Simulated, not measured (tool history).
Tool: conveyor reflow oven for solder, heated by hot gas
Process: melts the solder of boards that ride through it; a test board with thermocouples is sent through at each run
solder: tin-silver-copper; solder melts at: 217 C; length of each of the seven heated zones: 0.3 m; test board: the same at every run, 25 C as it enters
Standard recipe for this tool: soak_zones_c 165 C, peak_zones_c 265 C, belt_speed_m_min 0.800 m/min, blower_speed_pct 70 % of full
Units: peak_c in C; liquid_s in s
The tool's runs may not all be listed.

run   hour  soak_zones_c  peak_zones_c  belt_speed_m_min  blower_speed_pct  peak_c  liquid_s
  1    0.0           165           265             0.800                70   243.0      26.8
  2   47.0           165           265             0.800                70   242.8      26.1
  3   84.7           165           265             0.800                78   244.1      28.7
  4  107.6           165           265             0.800                78   244.6      27.5
  5  150.5           165           265             0.800                70   242.0      26.2
  6  174.3           165           265             0.800                70   241.7      25.6
  7  203.7           165           265             0.953                70   234.2      16.6
  8  233.9           165           265             0.800                70   241.4      26.0
  9  260.1           165           265             0.800                70   241.1      25.3
 10  297.8           165           265             0.800                52   234.5      19.7
     341.2  -- flux residue cleaned out of gas plates and filters
 11  345.8           165           277             0.800                70   253.8      33.0
 12  381.6           165           277             0.800                70   254.2      32.9
     407.2  -- belt drive overhauled, speed set with a stopwatch
 13  422.2           165           277             0.800                70   253.8      31.6
 14  469.8           165           277             0.800                70   253.0      31.1
 15  499.4           165           277             0.800                70   252.7      32.1
 16  542.3           158           257             0.800                70   235.0      19.7
 17  579.7           157           253             0.800                88   234.8      21.3
 18  613.4           165           265             0.800                57   237.6      22.2
 19  663.2           178           276             0.698                84   261.1      43.8
 20  692.2           178           268             0.698                84   254.0      40.8
 21  735.9           155           270             0.683                72   249.5      34.6
 22  756.7           155           270             0.683                72   249.8      34.2
 23  797.9           175           265             0.800                70   242.9      28.2
 24  828.1           175           265             0.800                70   242.2      27.9
 25  853.7           175           265             0.826                61   238.0      24.5
 26  880.9           165           265             0.826                52   232.5      16.8
 27  914.1           165           265             0.826                52   232.1      16.8

Branching from run 27: 3 alternative next runs. What would each branch give?
     951.2  -- flux residue cleaned out of gas plates and filters
  A  957.4           165           269             0.675                70       ?         ?
     951.2  -- flux residue cleaned out of gas plates and filters
  B  957.4           179           264             0.826                70       ?         ?
     951.2  -- flux residue cleaned out of gas plates and filters
  C  957.4           165           265             0.737                70       ?         ?

run  peak_c  liquid_s
  A   252.2      38.1
  B   244.1      29.8
  C   246.3      32.1
Take away the tool's hidden state, keep each run's random variation, and the runs would have read:
run  peak_c  liquid_s
  A   254.5      39.0
  B   246.2      30.8
  C   248.6      33.1
